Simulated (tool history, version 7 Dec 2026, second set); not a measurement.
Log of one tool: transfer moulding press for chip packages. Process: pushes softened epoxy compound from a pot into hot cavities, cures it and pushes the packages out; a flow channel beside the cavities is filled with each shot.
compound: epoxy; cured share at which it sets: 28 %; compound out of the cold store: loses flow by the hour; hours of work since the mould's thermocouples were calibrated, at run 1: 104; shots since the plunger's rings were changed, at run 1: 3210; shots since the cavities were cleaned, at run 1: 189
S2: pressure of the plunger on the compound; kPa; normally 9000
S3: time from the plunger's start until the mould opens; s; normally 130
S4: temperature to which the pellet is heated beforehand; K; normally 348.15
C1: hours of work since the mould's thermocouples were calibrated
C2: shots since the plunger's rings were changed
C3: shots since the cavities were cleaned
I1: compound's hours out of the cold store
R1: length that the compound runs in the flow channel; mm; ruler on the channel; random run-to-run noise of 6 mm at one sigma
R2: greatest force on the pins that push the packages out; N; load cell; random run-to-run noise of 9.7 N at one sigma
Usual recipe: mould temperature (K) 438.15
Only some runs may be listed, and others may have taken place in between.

{"run": 1, "day": 0.0, "mould temperature (K)": 438.15, "S2": 9000, "S3": 130, "S4": 348.15, "C1": 104, "C2": 3210, "C3": 189, "I1": 22.1, "R1": 609, "R2": 500}
{"run": 2, "day": 1.158, "mould temperature (K)": 438.15, "S2": 9000, "S3": 130, "S4": 348.15, "C1": 125, "C2": 3507, "C3": 486, "I1": 15.1, "R1": 607, "R2": 568}
{"day": 1.679, "done": "cavities cleaned with cleaning compound and waxed"}
{"run": 3, "day": 2.275, "mould temperature (K)": 438.15, "S2": 9000, "S3": 130, "S4": 348.15, "C1": 144, "C2": 3776, "C3": 152, "I1": 46.7, "R1": 555, "R2": 472}
{"day": 4.017, "done": "cavities cleaned with cleaning compound and waxed"}
{"run": 4, "day": 4.188, "mould temperature (K)": 438.15, "S2": 9000, "S3": 137, "S4": 348.15, "C1": 177, "C2": 4249, "C3": 44, "I1": 8.1, "R1": 613, "R2": 441}
{"day": 6.379, "done": "cavities cleaned with cleaning compound and waxed"}
{"run": 5, "day": 6.529, "mould temperature (K)": 438.15, "S2": 9000, "S3": 137, "S4": 348.15, "C1": 218, "C2": 4831, "C3": 38, "I1": 39.7, "R1": 553, "R2": 448}
{"day": 6.712, "done": "mould's thermocouples calibrated"}
{"day": 7.217, "done": "plunger's sealing rings changed"}
{"run": 6, "day": 8.429, "mould temperature (K)": 438.15, "S2": 9000, "S3": 137, "S4": 348.15, "C1": 29, "C2": 309, "C3": 476, "I1": 31.1, "R1": 619, "R2": 532}
{"day": 8.925, "done": "cavities cleaned with cleaning compound and waxed"}
{"run": 7, "day": 10.429, "mould temperature (K)": 438.15, "S2": 9000, "S3": 137, "S4": 348.15, "C1": 64, "C2": 805, "C3": 385, "I1": 19.5, "R1": 624, "R2": 545}
{"day": 11.308, "done": "cavities cleaned with cleaning compound and waxed"}
{"run": 8, "day": 12.262, "mould temperature (K)": 438.15, "S2": 9000, "S3": 143, "S4": 348.15, "C1": 96, "C2": 1258, "C3": 245, "I1": 38.8, "R1": 584, "R2": 480}
{"day": 13.796, "done": "cavities cleaned with cleaning compound and waxed"}
{"run": 9, "day": 14.279, "mould temperature (K)": 438.15, "S2": 9000, "S3": 143, "S4": 348.15, "C1": 131, "C2": 1756, "C3": 123, "I1": 46.5, "R1": 581, "R2": 461}

What will run 10 give?
{"day": 16.246, "done": "cavities cleaned with cleaning compound and waxed"}
{"run": 10, "day": 16.246, "mould temperature (K)": 438.15, "S2": 9000, "S3": 143, "S4": 348.15, "C1": 165, "C2": 2244, "C3": 1, "I1": 31.3, "R1": "?", "R2": "?"}

Run 10 measured R1 594 mm, R2 409 N.
On a tool with no hidden condition, and with the same random variation, this run would have come out at R1 621 mm, R2 404 N.

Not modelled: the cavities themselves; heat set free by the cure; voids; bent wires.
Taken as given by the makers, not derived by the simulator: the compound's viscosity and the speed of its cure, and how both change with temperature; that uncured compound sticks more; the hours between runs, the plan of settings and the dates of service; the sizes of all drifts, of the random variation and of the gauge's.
